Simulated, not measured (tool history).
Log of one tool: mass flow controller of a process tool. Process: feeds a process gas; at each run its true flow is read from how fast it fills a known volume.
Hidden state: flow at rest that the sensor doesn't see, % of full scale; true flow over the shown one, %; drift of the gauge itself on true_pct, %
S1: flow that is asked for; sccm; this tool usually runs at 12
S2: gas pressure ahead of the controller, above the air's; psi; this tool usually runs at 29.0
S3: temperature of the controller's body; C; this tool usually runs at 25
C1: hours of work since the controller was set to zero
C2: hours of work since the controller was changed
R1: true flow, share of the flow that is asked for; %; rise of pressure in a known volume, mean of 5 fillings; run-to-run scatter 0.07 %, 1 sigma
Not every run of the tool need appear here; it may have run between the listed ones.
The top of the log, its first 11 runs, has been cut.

run	hour	S1	S2	S3	C1	C2	R1
12	625.3	12	29.0	37	1464	1464	98.65
13	700.7	12	29.0	37	1494	1494	98.65
14	744.0	18	29.0	25	1511	1511	100.87
15	813.6	18	24.4	25	1539	1539	100.96
16	881.8	12	29.0	35	1566	1566	98.76
17	953.8	12	29.0	35	1595	1595	98.94
18	1034.2	12	29.0	35	1627	1627	99.02
19	1093.5	12	22.5	25	1651	1651	100.22
20	1173.9	12	21.8	36	1683	1683	99.01
21	1240.3	15	25.5	36	1710	1710	99.24
22	1286.2	12	24.9	25	1728	1728	100.40
23	1338.2	10	23.6	25	1749	1749	100.20
24	1416.4	10	23.6	25	1780	1780	100.11
25	1483.6	10	23.6	20	1807	1807	100.77
26	1553.8	7	37.4	28	1835	1835	99.53
27	1600.9	7	37.4	35	1854	1854	98.69
28	1675.6	6	29.0	31	1884	1884	99.56
29	1723.2	18	24.2	37	1903	1903	99.87
30	1798.7	8	24.4	38	1933	1933	98.65
31	1852.9	18	27.8	35	1955	1955	100.05

Below are 3 alternative next runs, each starting from the tool's condition after run 31. Predict each:
A	1925.9	7	27.8	21	1984	1984	?
B	1925.9	4	35.0	35	1984	1984	?
C	1925.9	11	39.7	22	1984	1984	?

run	R1
A	100.69
B	99.40
C	100.39
What these runs would have given with no unlogged condition in the tool:
run	R1
A	98.40
B	96.14
C	98.59

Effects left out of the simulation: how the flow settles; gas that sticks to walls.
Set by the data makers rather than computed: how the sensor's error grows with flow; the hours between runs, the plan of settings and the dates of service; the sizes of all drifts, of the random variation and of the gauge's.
